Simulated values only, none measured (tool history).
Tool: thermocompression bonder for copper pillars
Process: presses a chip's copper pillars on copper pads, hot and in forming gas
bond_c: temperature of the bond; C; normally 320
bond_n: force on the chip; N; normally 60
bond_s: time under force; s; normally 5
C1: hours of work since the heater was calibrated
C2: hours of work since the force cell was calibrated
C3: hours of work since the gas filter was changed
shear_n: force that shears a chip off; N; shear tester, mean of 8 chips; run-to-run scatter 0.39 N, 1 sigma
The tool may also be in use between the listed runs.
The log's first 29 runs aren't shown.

Run 30, day 68.667: usual settings but bond_c 348 C, bond_n 45 N; C1 879; C2 451; C3 200. Result: shear_n 46.6 N.
Run 31, day 70.754: usual settings but bond_c 298 C, bond_n 65 N, bond_s 10 s; C1 905; C2 477; C3 227. Result: shear_n 48.2 N.
Run 32, day 73.512: usual settings but bond_c 298 C, bond_n 65 N, bond_s 10 s; C1 940; C2 512; C3 262. Result: shear_n 47.6 N.
Run 33, day 76.692: usual settings but bond_c 298 C, bond_n 65 N, bond_s 10 s; C1 981; C2 553; C3 303. Result: shear_n 47.5 N.
At day 78.346: forming gas filter changed.
Run 34, day 79.896: usual settings but bond_c 303 C; C1 1022; C2 594; C3 20. Result: shear_n 41.0 N.
Run 35, day 81.575: usual settings but bond_c 337 C; C1 1043; C2 615; C3 41. Result: shear_n 56.9 N.
Run 36, day 83.979: usual settings but bond_c 334 C, bond_n 84 N, bond_s 4 s; C1 1074; C2 646; C3 72. Result: shear_n 66.1 N.
At day 86.288: heater calibrated with a thermocouple chip.
Run 37, day 86.300: usual settings but bond_c 334 C, bond_n 84 N, bond_s 4 s; C1 0; C2 674; C3 100. Result: shear_n 61.9 N.
Run 38, day 88.538: usual settings but bond_c 317 C, bond_n 84 N, bond_s 3 s; C1 29; C2 703; C3 129. Result: shear_n 49.0 N.
Run 39, day 90.821: usual settings but bond_c 297 C, bond_n 54 N, bond_s 3 s; C1 58; C2 732; C3 158. Result: shear_n 23.2 N.

Here are 3 independent what-if runs from the current tool condition. What would each one return?
Run A, day 92.288: usual settings but bond_c 322 C, bond_n 54 N, bond_s 3 s; C1 76; C2 750; C3 177. Result: shear_n ?.
Run B, day 92.288: usual settings but bond_c 297 C, bond_n 38 N, bond_s 3 s; C1 76; C2 750; C3 177. Result: shear_n ?.
Run C, day 92.288: usual settings but bond_c 294 C, bond_n 80 N, bond_s 14 s; C1 76; C2 750; C3 177. Result: shear_n ?.

run  shear_n
  A     33.2
  B     15.0
  C     56.2
With no hidden state in the tool, these same runs would have given:
run  shear_n
  A     33.1
  B     14.8
  C     57.1

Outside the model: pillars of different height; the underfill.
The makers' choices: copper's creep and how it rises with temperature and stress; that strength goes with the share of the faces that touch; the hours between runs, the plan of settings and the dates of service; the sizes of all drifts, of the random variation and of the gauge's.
